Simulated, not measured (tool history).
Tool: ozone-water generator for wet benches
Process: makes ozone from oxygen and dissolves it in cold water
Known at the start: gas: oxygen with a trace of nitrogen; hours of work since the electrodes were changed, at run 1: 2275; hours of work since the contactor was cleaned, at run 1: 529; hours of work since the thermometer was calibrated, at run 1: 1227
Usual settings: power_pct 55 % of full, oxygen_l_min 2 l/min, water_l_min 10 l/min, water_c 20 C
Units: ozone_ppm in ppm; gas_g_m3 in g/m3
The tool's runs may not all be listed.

run,day,power_pct,oxygen_l_min,water_l_min,water_c,hours of work since the electrodes were changed,hours of work since the contactor was cleaned,hours of work since the thermometer was calibrated,ozone_ppm,gas_g_m3
1,0,55,2,10,20,2275,529,1227,12.4,185.6
2,6.221,74,2,10,20,2377,631,1329,15.6,232.7
3,12.796,74,2,10,20,2485,739,1436,15.8,234
4,18.3,55,2,10,20,2575,829,1527,12.7,187.8
5,21.288,55,2,10,20,2624,878,1576,12.5,185.5
6,27.296,55,2,10,20,2722,977,1674,12.5,187.9
7,33.788,55,2,9,20,2829,1083,1780,14.1,185.8
8,39.708,55,2,9,20,2926,1180,1877,13.9,187.1
9,45.188,55,2,9,20,3016,1270,1967,13.9,186.9
10,50.925,55,2,9,20,3110,1364,2061,13.9,187.3
11,56.779,64,1.28,10,20,3206,1460,2157,13.8,276
12,60.575,64,1.28,10,20,3268,1522,2220,14,274.6

Forecast each of these 3 alternatives for the next run:
A,64.279,43,3.01,10,13,3329,1583,2280,?,?
B,64.279,64,1.42,15,14,3329,1583,2280,?,?
C,64.279,61,2.44,11,20,3329,1583,2280,?,?

run,ozone_ppm,gas_g_m3
A,11.3,122.4
B,9.1,255.8
C,12.3,180.2
Without the tool's hidden state the same runs would have given:
run,ozone_ppm,gas_g_m3
A,11.3,121.3
B,9.2,253.6
C,12.3,178.6

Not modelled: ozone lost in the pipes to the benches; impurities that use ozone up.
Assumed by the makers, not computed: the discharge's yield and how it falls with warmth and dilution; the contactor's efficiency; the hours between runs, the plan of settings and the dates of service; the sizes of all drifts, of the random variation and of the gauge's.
